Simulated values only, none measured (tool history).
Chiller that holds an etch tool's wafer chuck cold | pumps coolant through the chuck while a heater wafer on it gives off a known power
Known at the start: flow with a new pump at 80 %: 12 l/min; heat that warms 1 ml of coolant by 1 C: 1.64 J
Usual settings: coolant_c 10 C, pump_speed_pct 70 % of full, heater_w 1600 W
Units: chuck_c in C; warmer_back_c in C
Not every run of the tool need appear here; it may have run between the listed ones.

run   hour  coolant_c  pump_speed_pct  heater_w  chuck_c  warmer_back_c
  1    0.0         10              70      1600     25.8           5.55
  2  103.3         10              70      1600     25.6           5.53
  3  225.8         10              70      1600     25.7           5.47
  4  356.2         10              70      1600     25.7           5.46
     389.1  -- chiller's thermometer calibrated
  5  475.9         10              70      1600     25.6           5.41
  6  593.2         10             100       899     16.9           1.98

What will run 7 give?
  7  663.0         10             100       899        ?              ?

{"run 7": {"chuck_c": 16.8, "warmer_back_c": 1.97}}
Take away the tool's hidden state, keep the run-to-run variation as it was, and the same run would have given chuck_c 16.8 C, warmer_back_c 2.20 C.

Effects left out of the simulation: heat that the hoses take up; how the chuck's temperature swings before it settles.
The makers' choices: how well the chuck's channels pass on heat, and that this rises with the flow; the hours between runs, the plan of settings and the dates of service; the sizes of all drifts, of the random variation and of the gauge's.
